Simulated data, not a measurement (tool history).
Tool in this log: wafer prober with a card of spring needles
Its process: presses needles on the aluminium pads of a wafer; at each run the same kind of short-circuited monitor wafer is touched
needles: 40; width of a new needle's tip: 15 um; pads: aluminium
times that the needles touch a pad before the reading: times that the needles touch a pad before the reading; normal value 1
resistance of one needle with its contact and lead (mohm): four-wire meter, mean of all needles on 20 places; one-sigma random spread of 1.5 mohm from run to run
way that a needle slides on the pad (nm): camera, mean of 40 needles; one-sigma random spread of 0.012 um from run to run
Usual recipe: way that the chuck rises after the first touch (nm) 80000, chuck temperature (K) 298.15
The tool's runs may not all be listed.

| run | day | way that the chuck rises after the first touch (nm) | chuck temperature (K) | times that the needles touch a pad before the reading | resistance of one needle with its contact and lead (mohm) | way that a needle slides on the pad (nm) |
|---|---|---|---|---|---|---|
| 1 | 0.000 | 80000 | 298.15 | 1 | 242 | 20080 |
|  | 0.150 | tips cleaned on abrasive film |
|  | 0.883 | tips cleaned on abrasive film |
|  | 1.475 | tips cleaned on abrasive film |
|  | 2.212 | tips cleaned on abrasive film |
|  | 2.954 | tips cleaned on abrasive film |
| 2 | 3.446 | 80000 | 298.15 | 1 | 243 | 19940 |
|  | 3.600 | tips cleaned on abrasive film |
|  | 4.188 | tips cleaned on abrasive film |
|  | 4.350 | height of the first contact set anew |
|  | 4.942 | tips cleaned on abrasive film |
| 3 | 4.983 | 80000 | 298.15 | 1 | 174 | 20100 |
|  | 5.575 | tips cleaned on abrasive film |
|  | 6.312 | tips cleaned on abrasive film |
|  | 7.050 | tips cleaned on abrasive film |
|  | 7.788 | tips cleaned on abrasive film |
| 4 | 8.204 | 80000 | 298.15 | 1 | 242 | 19990 |
|  | 8.500 | tips cleaned on abrasive film |
|  | 9.242 | tips cleaned on abrasive film |
|  | 9.833 | height of the first contact set anew |
|  | 9.983 | tips cleaned on abrasive film |
|  | 10.700 | tips cleaned on abrasive film |
| 5 | 10.700 | 80000 | 298.15 | 1 | 145 | 20080 |
|  | 11.438 | tips cleaned on abrasive film |
|  | 12.029 | tips cleaned on abrasive film |
|  | 12.767 | tips cleaned on abrasive film |
|  | 13.508 | tips cleaned on abrasive film |
| 6 | 13.738 | 80000 | 298.15 | 1 | 219 | 19950 |
|  | 14.183 | tips cleaned on abrasive film |
|  | 14.917 | tips cleaned on abrasive film |
|  | 15.371 | height of the first contact set anew |
|  | 15.671 | tips cleaned on abrasive film |
| 7 | 15.988 | 80000 | 298.15 | 1 | 227 | 20080 |
|  | 16.283 | tips cleaned on abrasive film |
|  | 16.875 | tips cleaned on abrasive film |
|  | 17.612 | tips cleaned on abrasive film |
| 8 | 17.938 | 80000 | 298.15 | 1 | 241 | 20020 |
|  | 18.238 | tips cleaned on abrasive film |
|  | 18.975 | tips cleaned on abrasive film |
|  | 19.712 | tips cleaned on abrasive film |
|  | 20.362 | tips cleaned on abrasive film |
| 9 | 20.362 | 80000 | 338.15 | 1 | 156 | 19910 |
|  | 20.954 | tips cleaned on abrasive film |
|  | 20.967 | height of the first contact set anew |
|  | 21.558 | tips cleaned on abrasive film |
|  | 22.171 | tips cleaned on abrasive film |
| 10 | 22.171 | 80000 | 338.15 | 1 | 157 | 20070 |
|  | 22.762 | tips cleaned on abrasive film |
|  | 23.354 | tips cleaned on abrasive film |
| 11 | 23.912 | 80000 | 338.15 | 1 | 252 | 20010 |
|  | 24.062 | tips cleaned on abrasive film |
|  | 24.654 | tips cleaned on abrasive film |
|  | 25.392 | tips cleaned on abrasive film |
| 12 | 25.496 | 80000 | 338.15 | 1 | 200 | 19920 |
|  | 26.088 | tips cleaned on abrasive film |
|  | 26.538 | height of the first contact set anew |
|  | 26.692 | tips cleaned on abrasive film |
|  | 27.429 | tips cleaned on abrasive film |
|  | 28.167 | tips cleaned on abrasive film |
| 13 | 28.250 | 80000 | 338.15 | 1 | 208 | 20040 |
|  | 28.842 | tips cleaned on abrasive film |
|  | 29.567 | tips cleaned on abrasive film |
| 14 | 30.012 | 95000 | 367.15 | 2 | 197 | 23740 |
|  | 30.162 | tips cleaned on abrasive film |
|  | 30.900 | tips cleaned on abrasive film |
|  | 31.642 | tips cleaned on abrasive film |
|  | 32.083 | height of the first contact set anew |
|  | 32.383 | tips cleaned on abrasive film |
| 15 | 32.883 | 95000 | 367.15 | 2 | 198 | 23870 |
|  | 33.033 | tips cleaned on abrasive film |
|  | 33.775 | tips cleaned on abrasive film |
|  | 34.512 | tips cleaned on abrasive film |
|  | 35.250 | tips cleaned on abrasive film |
| 16 | 35.288 | 95000 | 367.15 | 2 | 163 | 23760 |
|  | 35.879 | tips cleaned on abrasive film |
|  | 36.471 | tips cleaned on abrasive film |
|  | 37.208 | tips cleaned on abrasive film |
|  | 37.662 | height of the first contact set anew |
| 17 | 37.700 | 82000 | 325.15 | 1 | 250 | 20610 |
|  | 37.850 | tips cleaned on abrasive film |
|  | 38.442 | tips cleaned on abrasive film |
|  | 39.175 | tips cleaned on abrasive film |
|  | 39.912 | tips cleaned on abrasive film |
|  | 40.504 | tips cleaned on abrasive film |
| 18 | 40.762 | 61000 | 298.15 | 3 | 208 | 15200 |
|  | 41.208 | tips cleaned on abrasive film |
|  | 41.800 | tips cleaned on abrasive film |
|  | 42.538 | tips cleaned on abrasive film |
|  | 43.129 | height of the first contact set anew |
| 19 | 43.129 | 73000 | 329.15 | 2 | 229 | 18390 |
|  | 43.279 | tips cleaned on abrasive film |
|  | 44.017 | tips cleaned on abrasive film |
|  | 44.608 | tips cleaned on abrasive film |
|  | 45.346 | tips cleaned on abrasive film |
| 20 | 45.871 | 70000 | 308.15 | 2 | 233 | 17500 |
|  | 46.021 | tips cleaned on abrasive film |
|  | 46.612 | tips cleaned on abrasive film |
|  | 47.350 | tips cleaned on abrasive film |
| 21 | 47.504 | 70000 | 308.15 | 2 | 212 | 17400 |
|  | 47.946 | tips cleaned on abrasive film |
|  | 48.679 | tips cleaned on abrasive film |
|  | 48.692 | height of the first contact set anew |
|  | 49.429 | tips cleaned on abrasive film |
|  | 50.162 | tips cleaned on abrasive film |
| 22 | 50.354 | 80000 | 312.15 | 2 | 198 | 20090 |
|  | 50.796 | tips cleaned on abrasive film |
|  | 51.533 | tips cleaned on abrasive film |
|  | 52.271 | tips cleaned on abrasive film |
| 23 | 52.646 | 80000 | 312.15 | 2 | 218 | 19980 |
|  | 52.946 | tips cleaned on abrasive film |
|  | 53.538 | tips cleaned on abrasive film |
|  | 54.133 | height of the first contact set anew |
|  | 54.288 | tips cleaned on abrasive film |
| 24 | 54.383 | 88000 | 302.15 | 2 | 173 | 22130 |
|  | 54.971 | tips cleaned on abrasive film |
|  | 55.712 | tips cleaned on abrasive film |
|  | 56.450 | tips cleaned on abrasive film |
|  | 57.188 | tips cleaned on abrasive film |
| 25 | 57.508 | 97000 | 302.15 | 2 | 187 | 24270 |

Alternative continuations, all from the tool just after run 25; predict every row:
|  | 57.804 | tips cleaned on abrasive film |
|  | 58.533 | tips cleaned on abrasive film |
|  | 59.121 | tips cleaned on abrasive film |
|  | 59.721 | height of the first contact set anew |
|  | 59.875 | tips cleaned on abrasive film |
|  | 60.612 | tips cleaned on abrasive film |
| A | 60.617 | 99000 | 312.15 | 1 | ? | ? |
|  | 57.804 | tips cleaned on abrasive film |
|  | 58.533 | tips cleaned on abrasive film |
|  | 59.121 | tips cleaned on abrasive film |
|  | 59.721 | height of the first contact set anew |
|  | 59.875 | tips cleaned on abrasive film |
|  | 60.612 | tips cleaned on abrasive film |
| B | 60.617 | 80000 | 298.15 | 1 | ? | ? |
|  | 57.804 | tips cleaned on abrasive film |
|  | 58.533 | tips cleaned on abrasive film |
|  | 59.121 | tips cleaned on abrasive film |
|  | 59.721 | height of the first contact set anew |
|  | 59.875 | tips cleaned on abrasive film |
|  | 60.612 | tips cleaned on abrasive film |
| C | 60.617 | 80000 | 298.15 | 2 | ? | ? |
|  | 57.804 | tips cleaned on abrasive film |
|  | 58.533 | tips cleaned on abrasive film |
|  | 59.121 | tips cleaned on abrasive film |
|  | 59.721 | height of the first contact set anew |
|  | 59.875 | tips cleaned on abrasive film |
|  | 60.612 | tips cleaned on abrasive film |
| D | 60.617 | 79000 | 379.15 | 3 | ? | ? |

| run | resistance of one needle with its contact and lead (mohm) | way that a needle slides on the pad (nm) |
|---|---|---|
| A | 152 | 24850 |
| B | 157 | 20090 |
| C | 153 | 20080 |
| D | 164 | 19800 |
With the hidden condition removed and each run's random variation left untouched, the same runs would have given:
| run | resistance of one needle with its contact and lead (mohm) | way that a needle slides on the pad (nm) |
|---|---|---|
| A | 140 | 24900 |
| B | 140 | 20140 |
| C | 142 | 20130 |
| D | 155 | 19850 |
